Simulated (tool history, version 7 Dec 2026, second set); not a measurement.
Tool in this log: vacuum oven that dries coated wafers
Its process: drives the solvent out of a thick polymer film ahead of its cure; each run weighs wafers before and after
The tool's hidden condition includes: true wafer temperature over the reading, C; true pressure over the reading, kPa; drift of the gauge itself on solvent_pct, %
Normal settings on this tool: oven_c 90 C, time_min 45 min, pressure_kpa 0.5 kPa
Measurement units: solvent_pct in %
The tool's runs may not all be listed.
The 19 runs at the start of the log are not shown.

run,hour,oven_c,time_min,pressure_kpa,hours of work since the thermocouples were calibrated,hours of work since the vacuum gauge was cleaned of residue,solvent_pct
20,491.1,90,35,0.283,282,33,1.07
21,528.6,90,35,0.283,309,59,1.04
22,548.5,92,46,1.14,323,73,0.87
23,581.5,92,46,1.14,346,97,0.88
24,597.4,92,46,1.14,357,108,0.8
25,630,90,45,1.176,380,131,1.05
26,654,85,23,0.354,397,148,3.55
27,673.3,100,80,0.5,411,161,0.2
28,706.6,100,80,0.5,434,185,0.19
29,727.9,90,45,0.456,449,200,0.68
30,750.3,90,30,0.456,465,216,1.73
31,765.5,90,30,0.456,476,226,1.66
32,786.6,99,68,1.31,491,241,0.54
33,802.4,99,68,1.31,502,252,0.57
34,829,86,47,0.5,521,271,1.13
35,866.4,77,45,0.578,547,298,3.31
36,889.2,105,63,0.521,563,314,0.24

What if the next run were any one of these 4? Each begins from the tool's condition after run 36:
A,906.9,81,45,0.5,576,326,?
B,906.9,90,25,0.5,576,326,?
C,906.9,105,63,0.583,576,326,?
D,906.9,90,70,0.5,576,326,?

run,solvent_pct
A,2.27
B,2.29
C,0.2
D,0.41
With the hidden condition removed and each run's random variation left untouched, the same runs would have given:
run,solvent_pct
A,1.96
B,2.01
C,0.15
D,0.31

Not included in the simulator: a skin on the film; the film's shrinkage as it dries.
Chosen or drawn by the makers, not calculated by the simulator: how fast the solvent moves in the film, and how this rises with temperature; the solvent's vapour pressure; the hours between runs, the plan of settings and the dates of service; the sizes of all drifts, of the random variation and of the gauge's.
